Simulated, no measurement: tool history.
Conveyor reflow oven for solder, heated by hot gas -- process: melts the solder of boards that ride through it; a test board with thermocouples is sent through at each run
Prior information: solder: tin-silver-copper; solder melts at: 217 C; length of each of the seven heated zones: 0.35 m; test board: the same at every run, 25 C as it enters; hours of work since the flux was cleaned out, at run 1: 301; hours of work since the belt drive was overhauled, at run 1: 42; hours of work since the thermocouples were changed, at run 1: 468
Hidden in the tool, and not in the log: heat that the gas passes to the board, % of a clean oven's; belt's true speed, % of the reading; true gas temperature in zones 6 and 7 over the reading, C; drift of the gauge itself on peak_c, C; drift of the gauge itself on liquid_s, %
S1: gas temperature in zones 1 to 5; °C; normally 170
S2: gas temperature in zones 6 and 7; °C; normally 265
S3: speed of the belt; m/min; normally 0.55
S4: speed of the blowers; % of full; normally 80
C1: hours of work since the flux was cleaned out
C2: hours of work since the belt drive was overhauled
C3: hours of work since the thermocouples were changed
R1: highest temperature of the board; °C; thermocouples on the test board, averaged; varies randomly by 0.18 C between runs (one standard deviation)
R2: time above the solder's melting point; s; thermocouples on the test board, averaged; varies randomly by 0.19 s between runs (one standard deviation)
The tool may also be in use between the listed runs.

run	hour	S1	S2	S3	S4	C1	C2	C3	R1	R2
1	0	170	265	0.55	80	301	42	468	251	55
2	7.2	170	265	0.55	80	305	46	471	251.1	55.1
3	16	170	265	0.55	63	309	50	476	248.1	51.9
4	23.4	170	265	0.55	63	313	53	479	248.2	51.9
5	34.3	170	265	0.485	80	318	59	485	254.7	66.5
6	39.1	170	278	0.55	80	320	61	487	262.3	62.1
7	45.2	158	265	0.55	80	323	64	490	249	49.8
8	51.6	162	265	0.55	80	326	67	493	249.7	51.4
9	58.5	162	265	0.55	80	330	70	496	249.6	51.3
10	64.7	170	265	0.55	80	333	73	499	250.8	54.8
11	71	170	265	0.55	80	336	77	502	251.2	54.9
12	78.1	170	265	0.55	80	339	80	506	250.9	54.9
13	82.8	170	265	0.55	80	342	82	508	251.1	54.9
14	90.8	170	265	0.55	80	345	86	512	250.7	55
# hour 96.5: flux residue cleaned out of gas plates and filters
15	103.6	170	265	0.55	80	3	90	516	253.4	57.3
16	110.2	170	265	0.55	80	7	93	519	253.2	57.3
17	121	170	265	0.55	80	12	98	524	253.4	57.4

Expected results for the next run?
18	127.9	181	265	0.55	80	15	102	528	?	?

Run 18 measured R1 255.1 °C, R2 62.3 s.
If the tool had no hidden condition, the same run with the same run-to-run variation would have returned R1 253.1 °C, R2 61 s.

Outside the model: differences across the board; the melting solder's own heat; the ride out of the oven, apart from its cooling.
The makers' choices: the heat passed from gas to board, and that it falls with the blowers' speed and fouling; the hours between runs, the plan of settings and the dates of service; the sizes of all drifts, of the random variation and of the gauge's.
